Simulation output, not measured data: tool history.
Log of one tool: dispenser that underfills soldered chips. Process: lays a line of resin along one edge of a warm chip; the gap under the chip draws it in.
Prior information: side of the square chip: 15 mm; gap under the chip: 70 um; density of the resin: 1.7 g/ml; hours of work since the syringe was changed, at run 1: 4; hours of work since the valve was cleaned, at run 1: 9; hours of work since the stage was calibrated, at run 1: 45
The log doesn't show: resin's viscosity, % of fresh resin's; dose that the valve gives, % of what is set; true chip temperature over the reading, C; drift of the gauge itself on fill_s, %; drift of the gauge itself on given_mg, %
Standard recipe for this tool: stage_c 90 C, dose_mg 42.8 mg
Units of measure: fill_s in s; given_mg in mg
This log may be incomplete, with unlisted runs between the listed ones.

| run | day | stage_c | dose_mg | hours of work since the syringe was changed | hours of work since the valve was cleaned | hours of work since the stage was calibrated | fill_s | given_mg |
|---|---|---|---|---|---|---|---|---|
| 1 | 0 | 90 | 42.8 | 4 | 9 | 45 | 65.8 | 42.68 |
|  | 0.096 | new syringe of resin |
| 2 | 0.112 | 83 | 42.8 | 0 | 11 | 47 | 73 | 42.45 |
| 3 | 0.292 | 90 | 37.9 | 4 | 14 | 50 | 64.1 | 37.56 |
|  | 0.408 | new syringe of resin |
| 4 | 0.433 | 90 | 37.9 | 0 | 16 | 53 | 58.9 | 37.61 |
| 5 | 0.596 | 90 | 37.4 | 3 | 19 | 56 | 64.1 | 36.84 |
|  | 0.721 | new syringe of resin |
| 6 | 0.783 | 90 | 42.8 | 1 | 23 | 59 | 60.6 | 42.32 |
| 7 | 0.983 | 79 | 42.8 | 5 | 26 | 63 | 99.8 | 41.92 |
|  | 1.029 | new syringe of resin |
| 8 | 1.158 | 79 | 42.8 | 2 | 29 | 65 | 93.3 | 42.12 |
|  | 1.342 | new syringe of resin |
| 9 | 1.375 | 79 | 42.8 | 1 | 33 | 69 | 88 | 41.87 |
| 10 | 1.508 | 79 | 42.8 | 3 | 35 | 72 | 93 | 42.06 |
|  | 1.654 | new syringe of resin |
| 11 | 1.725 | 79 | 42.8 | 1 | 39 | 75 | 89.9 | 41.79 |
|  | 1.85 | dispensing valve cleaned and set on the balance |
| 12 | 1.9 | 90 | 42.8 | 4 | 1 | 78 | 63.7 | 42.96 |
|  | 2 | new syringe of resin |
| 13 | 2.104 | 97 | 42.8 | 2 | 4 | 81 | 46.4 | 42.77 |
|  | 2.304 | new syringe of resin |
| 14 | 2.325 | 94 | 47.6 | 0 | 8 | 85 | 48.8 | 47.49 |
| 15 | 2.429 | 94 | 47.6 | 2 | 10 | 87 | 52.8 | 47.39 |
|  | 2.604 | new syringe of resin |
| 16 | 2.65 | 94 | 47.6 | 1 | 14 | 91 | 50.5 | 47.05 |
| 17 | 2.85 | 94 | 47.6 | 4 | 17 | 94 | 55.6 | 46.84 |
|  | 2.925 | new syringe of resin |
| 18 | 2.946 | 104 | 54.4 | 0 | 19 | 96 | 34.9 | 53.69 |

Expected results for the next run?
| 19 | 3.088 | 98 | 52.7 | 3 | 21 | 98 | ? | ? |

Run 19 came out at fill_s 46.4 s, given_mg 51.57 mg.
Take away the tool's hidden state, keep the run-to-run variation as it was, and the same run would have given fill_s 43.3 s, given_mg 52.26 mg.

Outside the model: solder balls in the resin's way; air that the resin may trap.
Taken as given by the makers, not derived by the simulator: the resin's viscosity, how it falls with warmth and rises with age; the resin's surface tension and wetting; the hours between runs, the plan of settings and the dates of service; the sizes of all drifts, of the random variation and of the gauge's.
